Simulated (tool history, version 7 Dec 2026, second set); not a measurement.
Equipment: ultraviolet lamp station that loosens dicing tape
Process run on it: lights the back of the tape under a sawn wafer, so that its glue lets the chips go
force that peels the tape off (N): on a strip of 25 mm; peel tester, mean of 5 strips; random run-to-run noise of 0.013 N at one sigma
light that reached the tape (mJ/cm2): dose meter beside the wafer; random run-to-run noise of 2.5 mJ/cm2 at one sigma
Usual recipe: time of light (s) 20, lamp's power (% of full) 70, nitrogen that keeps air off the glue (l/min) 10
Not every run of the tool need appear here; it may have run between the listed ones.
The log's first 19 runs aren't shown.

run   hour  time of light (s)  lamp's power (% of full)  nitrogen that keeps air off the glue (l/min)  force that peels the tape off (N)  light that reached the tape (mJ/cm2)
 20  378.5                 13                        89                                            16                              1.036                                   176
 21  391.2                 38                        64                                            11                              0.423                                   369
 22  410.9                 38                        64                                            11                              0.399                                   369
 23    430                 38                        76                                             4                              0.631                                   426
 24    454                 20                        70                                            19                              0.791                                   205
 25  479.9                 20                        70                                            19                              0.794                                   206
 26  501.5                 20                        70                                            19                              0.795                                   201
 27  518.6                 20                        70                                            19                              0.822                                   202
 28  543.8                 20                        70                                            19                              0.849                                   196
 29  561.2                 21                        65                                             4                              1.658                                   191
 30    586                 32                        63                                             4                              1.122                                   284
 31  599.1                 32                        63                                             4                              1.157                                   284
 32  619.7                 20                        74                                            10                              1.085                                   204
     629.1  -- lamp changed
 33  644.1                 20                        74                                            10                              0.607                                   305
 34  664.2                 20                        78                                            10                              0.537                                   326

What if the next run were any one of these 4? Each begins from the tool's condition after run 34:
  A  693.3                 20                        78                                            16                                  ?                                     ?
  B  693.3                 20                        67                                             4                                  ?                                     ?
  C  693.3                 16                        78                                            10                                  ?                                     ?
  D  693.3                 20                        73                                            10                                  ?                                     ?

run  force that peels the tape off (N)  light that reached the tape (mJ/cm2)
  A                              0.423                                   323
  B                              1.172                                   278
  C                              0.799                                   262
  D                              0.625                                   300
With no hidden state in the tool, these same runs would have given:
run  force that peels the tape off (N)  light that reached the tape (mJ/cm2)
  A                              0.375                                   345
  B                               1.08                                   297
  C                               0.72                                   281
  D                              0.557                                   321
